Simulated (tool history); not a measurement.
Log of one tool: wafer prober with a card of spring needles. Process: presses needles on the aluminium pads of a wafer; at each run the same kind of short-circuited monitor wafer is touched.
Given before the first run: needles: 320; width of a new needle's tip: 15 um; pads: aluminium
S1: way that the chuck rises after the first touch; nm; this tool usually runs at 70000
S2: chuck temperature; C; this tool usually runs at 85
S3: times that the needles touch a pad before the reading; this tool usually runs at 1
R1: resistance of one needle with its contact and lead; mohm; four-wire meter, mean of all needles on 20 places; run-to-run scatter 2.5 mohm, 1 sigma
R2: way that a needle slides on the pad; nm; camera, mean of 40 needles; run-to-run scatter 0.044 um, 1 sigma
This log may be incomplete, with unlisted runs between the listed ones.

run 1 day=0 | S1=70000 S2=85 S3=1 | R1=292 R2=16440
-- day=0.321 tips cleaned on abrasive film
-- day=0.762 tips cleaned on abrasive film
-- day=1.196 tips cleaned on abrasive film
run 2 day=1.204 | S1=70000 S2=85 S3=1 | R1=288 R2=16460
-- day=1.679 tips cleaned on abrasive film
-- day=2.142 tips cleaned on abrasive film
run 3 day=2.271 | S1=70000 S2=85 S3=1 | R1=298 R2=16370
-- day=2.608 tips cleaned on abrasive film
-- day=3.054 tips cleaned on abrasive film
run 4 day=3.054 | S1=70000 S2=85 S3=1 | R1=280 R2=16320
-- day=3.554 tips cleaned on abrasive film
-- day=3.988 tips cleaned on abrasive film
-- day=4.071 tips cleaned on abrasive film, once more
run 5 day=4.288 | S1=70000 S2=85 S3=2 | R1=293 R2=16360
-- day=4.504 tips cleaned on abrasive film
-- day=4.95 tips cleaned on abrasive film
run 6 day=4.975 | S1=70000 S2=85 S3=2 | R1=286 R2=16270
-- day=5.392 tips cleaned on abrasive film
-- day=5.85 tips cleaned on abrasive film
run 7 day=6.2 | S1=70000 S2=85 S3=2 | R1=301 R2=16220
-- day=6.308 tips cleaned on abrasive film
-- day=6.696 height of the first contact set anew
-- day=6.758 tips cleaned on abrasive film
-- day=7.188 tips cleaned on abrasive film
run 8 day=7.408 | S1=50000 S2=85 S3=1 | R1=329 R2=11900
-- day=7.612 tips cleaned on abrasive film
-- day=8.125 tips cleaned on abrasive film
-- day=8.558 tips cleaned on abrasive film
run 9 day=8.629 | S1=50000 S2=85 S3=1 | R1=306 R2=11740
-- day=8.996 tips cleaned on abrasive film
run 10 day=9.246 | S1=50000 S2=85 S3=1 | R1=332 R2=11770
-- day=9.417 tips cleaned on abrasive film
-- day=9.9 tips cleaned on abrasive film
run 11 day=10.233 | S1=64000 S2=91 S3=3 | R1=299 R2=15010
-- day=10.396 tips cleaned on abrasive film
-- day=10.812 tips cleaned on abrasive film
-- day=11.292 tips cleaned on abrasive film
run 12 day=11.471 | S1=71000 S2=91 S3=2 | R1=298 R2=16680
-- day=11.712 tips cleaned on abrasive film
-- day=12.183 tips cleaned on abrasive film
run 13 day=12.292 | S1=65000 S2=88 S3=3 | R1=290 R2=15170
-- day=12.604 tips cleaned on abrasive film
-- day=13.058 tips cleaned on abrasive film
run 14 day=13.167 | S1=58000 S2=89 S3=2 | R1=297 R2=13470
-- day=13.558 tips cleaned on abrasive film
-- day=14.008 tips cleaned on abrasive film
run 15 day=14.271 | S1=58000 S2=89 S3=2 | R1=307 R2=13440
-- day=14.438 tips cleaned on abrasive film
-- day=14.908 tips cleaned on abrasive film
-- day=14.921 height of the first contact set anew
run 16 day=14.979 | S1=70000 S2=48 S3=1 | R1=281 R2=16560
-- day=15.346 tips cleaned on abrasive film
run 17 day=15.679 | S1=70000 S2=68 S3=2 | R1=295 R2=16580
-- day=15.788 tips cleaned on abrasive film
-- day=16.238 tips cleaned on abrasive film
-- day=16.725 tips cleaned on abrasive film
run 18 day=16.746 | S1=70000 S2=39 S3=2 | R1=277 R2=16470

Branching from run 18: 5 alternative next runs. What would each branch give?
-- day=17.142 tips cleaned on abrasive film
run A day=17.483 | S1=61000 S2=39 S3=2 | R1=? R2=?
-- day=17.142 tips cleaned on abrasive film
run B day=17.483 | S1=54000 S2=70 S3=2 | R1=? R2=?
-- day=17.142 tips cleaned on abrasive film
run C day=17.483 | S1=54000 S2=85 S3=2 | R1=? R2=?
-- day=17.142 tips cleaned on abrasive film
run D day=17.483 | S1=69000 S2=57 S3=3 | R1=? R2=?
-- day=17.142 tips cleaned on abrasive film
run E day=17.483 | S1=70000 S2=104 S3=1 | R1=? R2=?

run=A R1=305 R2=14330
run=B R1=317 R2=12620
run=C R1=313 R2=12730
run=D R1=290 R2=16260
run=E R1=318 R2=16480
What these runs would have given with no unlogged condition in the tool:
run=A R1=277 R2=14400
run=B R1=284 R2=12690
run=C R1=282 R2=12800
run=D R1=276 R2=16330
run=E R1=286 R2=16550
